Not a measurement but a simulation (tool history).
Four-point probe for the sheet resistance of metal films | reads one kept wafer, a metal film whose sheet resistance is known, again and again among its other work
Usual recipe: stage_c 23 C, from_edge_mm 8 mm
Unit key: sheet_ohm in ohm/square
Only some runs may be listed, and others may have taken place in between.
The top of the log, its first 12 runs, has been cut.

run    hour  stage_c  from_edge_mm  touches since the probe head was changed  hours of work since the stage's thermometer was calibrated  sheet_ohm
 13   985.5       23             8                                     50716                                                         620   0.115727
 14  1060.4       23             8                                     54388                                                         677   0.115733
 15  1146.2       23             8                                     58597                                                         743   0.115704
 16  1236.6       23             8                                     63028                                                         812   0.115737
 17  1313.2       23             8                                     66784                                                         871   0.115742
 18  1381.7       23             8                                     70143                                                         923   0.115736
 19  1468.0       21            53                                     74377                                                         989   0.115618
 20  1542.4       21            53                                     78024                                                        1046   0.115587
 21  1591.4       19             9                                     80428                                                        1083   0.115884
 22  1665.4       19             5                                     84057                                                        1140   0.116298
 23  1768.9       31             9                                     89134                                                        1219   0.115382
 24  1823.9       31             9                                     91831                                                        1261   0.115429
 25  1872.9       34            57                                     94236                                                        1299   0.115123
 26  1960.8       34            57                                     98544                                                        1366   0.115154
 27  2011.6       25            45                                    101038                                                        1405   0.115458
 28  2060.1       23            11                                    103415                                                        1442   0.115643
 29  2111.8       24             8                                    105953                                                        1482   0.115712
 30  2216.8       20            46                                    111102                                                        1562   0.115598
 31  2270.8       34            11                                    113750                                                        1604   0.115284
 32  2320.3       27             6                                    116176                                                        1641   0.115797
 33  2367.6       28             3                                    118496                                                        1678   0.117067

Each row is a separate what-if for the run after 33, all from the same tool condition, not one after another. Results?
     2466.8  -- stage's thermometer calibrated
  A  2468.4       28            11                                    123413                                                           1          ?
     2466.8  -- stage's thermometer calibrated
  B  2468.4       23            71                                    123413                                                           1          ?
     2466.8  -- stage's thermometer calibrated
  C  2468.4       22            33                                    123413                                                           1          ?
     2466.8  -- stage's thermometer calibrated
  D  2468.4       21             3                                    123413                                                           1          ?
     2466.8  -- stage's thermometer calibrated
  E  2468.4       23             7                                    123413                                                           1          ?

run  sheet_ohm
  A   0.115484
  B   0.115514
  C   0.115585
  D   0.117337
  E   0.115828
Without the tool's hidden state the same runs would have given:
run  sheet_ohm
  A   0.115473
  B   0.115503
  C   0.115573
  D   0.117325
  E   0.115816
